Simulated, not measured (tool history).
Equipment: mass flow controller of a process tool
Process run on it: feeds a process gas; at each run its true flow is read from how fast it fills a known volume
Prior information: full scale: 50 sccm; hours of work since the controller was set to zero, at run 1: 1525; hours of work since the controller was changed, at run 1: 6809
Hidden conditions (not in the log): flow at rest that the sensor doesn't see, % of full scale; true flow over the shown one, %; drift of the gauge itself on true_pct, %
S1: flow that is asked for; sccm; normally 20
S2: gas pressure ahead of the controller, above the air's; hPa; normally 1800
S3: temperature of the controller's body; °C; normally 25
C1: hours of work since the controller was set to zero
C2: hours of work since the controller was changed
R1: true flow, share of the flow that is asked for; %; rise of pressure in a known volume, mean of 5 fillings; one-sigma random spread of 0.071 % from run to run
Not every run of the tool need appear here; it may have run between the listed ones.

run	day	S1	S2	S3	C1	C2	R1
1	0.000	20	1800	25	1525	6809	99.69
2	11.554	20	1800	30	1711	6995	99.46
3	23.696	20	1800	20	1906	7190	100.20
4	29.758	20	1800	20	2003	7287	100.00
5	35.667	20	1800	20	2098	7382	100.18
6	40.612	20	1800	25	2178	7462	99.86
7	49.838	20	1800	25	2326	7610	99.91
8	61.221	32	1800	25	2509	7793	100.00
9	73.312	32	1800	25	2703	7987	100.07
10	81.808	20	1800	25	2840	8124	100.04
11	92.846	49	1520	25	3017	8301	100.57
12	101.425	41	1800	22	3155	8439	100.66
13	110.488	15	2160	23	3300	8584	99.90
14	118.171	7	2230	25	3424	8708	99.62
15	124.446	33	1510	23	3525	8808	100.78
16	136.388	19	2740	25	3716	9000	99.54
17	142.717	19	2740	25	3818	9102	99.54
18	154.633	18	2270	39	4010	9293	99.01
19	163.825	18	2230	39	4157	9441	98.99
20	174.783	28	1800	28	4333	9617	100.22

Predict each of these 4 candidate next runs independently; none follows another, all start after run 20:
A	185.867	10	2180	37	4511	9795	?
B	185.867	14	1800	28	4511	9795	?
C	185.867	14	2410	36	4511	9795	?
D	185.867	45	1800	30	4511	9795	?

run	R1
A	99.26
B	100.18
C	99.11
D	100.43
Had the tool no hidden state, the same runs would have come out as:
run	R1
A	98.53
B	99.45
C	98.39
D	99.72

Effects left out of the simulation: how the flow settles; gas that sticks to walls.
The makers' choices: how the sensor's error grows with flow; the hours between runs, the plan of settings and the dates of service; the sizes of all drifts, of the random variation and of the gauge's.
